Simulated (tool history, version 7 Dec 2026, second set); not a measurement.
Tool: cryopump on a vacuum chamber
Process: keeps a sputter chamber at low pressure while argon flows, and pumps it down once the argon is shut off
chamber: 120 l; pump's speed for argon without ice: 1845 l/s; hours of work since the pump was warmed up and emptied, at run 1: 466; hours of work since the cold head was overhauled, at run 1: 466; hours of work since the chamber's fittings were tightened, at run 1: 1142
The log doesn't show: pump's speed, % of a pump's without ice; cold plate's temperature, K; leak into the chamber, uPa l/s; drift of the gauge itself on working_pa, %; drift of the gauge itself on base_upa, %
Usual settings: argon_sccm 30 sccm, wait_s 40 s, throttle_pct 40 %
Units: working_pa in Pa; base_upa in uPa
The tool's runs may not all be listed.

run   hour  argon_sccm  wait_s  throttle_pct  hours of work since the pump was warmed up and emptied  hours of work since the cold head was overhauled  hours of work since the chamber's fittings were tightened  working_pa  base_upa
  1      0          30      40            40                                                     466                                               466                                                       1142       0.076      3.03
  2     27          30      40            40                                                     481                                               481                                                       1157      0.0758      3.05
  3   52.9          30      40            58                                                     496                                               496                                                       1172      0.0547      3.03
  4   79.4          30     223            58                                                     511                                               511                                                       1187      0.0545       2.6
  5  106.7          30     223            58                                                     526                                               526                                                       1202      0.0548      2.63
  6  120.6          30     223            58                                                     534                                               534                                                       1210      0.0544      2.65
  7  141.1          30     223            58                                                     545                                               545                                                       1221      0.0559       2.7
     169.3  -- leaking fittings of the chamber tightened, without venting
  8  171.5          30      40            40                                                     561                                               561                                                          1      0.0764       0.8
  9  201.6          30      40            40                                                     578                                               578                                                         18       0.078      0.84
 10    222          13      40            40                                                     590                                               590                                                         30      0.0339      0.91
 11  239.7          30      40            40                                                     600                                               600                                                         39      0.0775      0.85
 12  264.6          30      40            40                                                     613                                               613                                                         53      0.0782      0.91
 13  291.7          30      40            40                                                     629                                               629                                                         69      0.0783      0.92
 14  305.8          30      40            40                                                     637                                               637                                                         77      0.0785      0.97
 15  327.8          30      40            40                                                     649                                               649                                                         89      0.0787      0.99
 16  352.7          53      40            17                                                     663                                               663                                                        103      0.3046      1.01
 17    370          53      69            18                                                     673                                               673                                                        113      0.2882      0.86
 18  387.8          45      73            17                                                     683                                               683                                                        123      0.2592      0.81
 19  410.8          22     221            40                                                     695                                               695                                                        135      0.0586      0.65
 20  436.5          13     128            38                                                     710                                               710                                                        150      0.0365      0.78
 21  455.1          54     128            15                                                     720                                               720                                                        160      0.3495      0.83
 22  467.8          48     193            25                                                     727                                               727                                                        167      0.1945      0.74
 23  491.4          48     193            25                                                     741                                               741                                                        181      0.1936      0.78
 24  510.2          30      31            26                                                     751                                               751                                                        191       0.118      1.41
 25  527.9          14     121            40                                                     761                                               761                                                        201      0.0375      0.92
 26  544.7          30      40            19                                                     771                                               771                                                        210      0.1574      1.27
 27  572.9          42      40            40                                                     786                                               786                                                        226      0.1159      1.32
     580.9  -- pump warmed up, emptied and cooled again
 28  605.4          42      40            40                                                      14                                               802                                                        242      0.0967      1.14
 29  631.6          42      40            40                                                      28                                               816                                                        256      0.0972      1.14
 30  645.5          30      98            20                                                      36                                               824                                                        264      0.1387      0.85

4 ways to go on from here, each from the tool as it stands after run 30. What would each give?
  A  674.5          16      98            29                                                      52                                               841                                                        280           ?         ?
  B  674.5          16      98            20                                                      52                                               841                                                        280           ?         ?
  C  674.5          12      98            20                                                      52                                               841                                                        280           ?         ?
  D  674.5          19      40            56                                                      52                                               841                                                        280           ?         ?

run  working_pa  base_upa
  A      0.0512      0.87
  B      0.0739      0.88
  C      0.0563      0.86
  D       0.031      1.19
Without the tool's hidden state the same runs would have given:
run  working_pa  base_upa
  A      0.0507      0.37
  B      0.0734      0.39
  C      0.0559      0.38
  D      0.0303      0.71
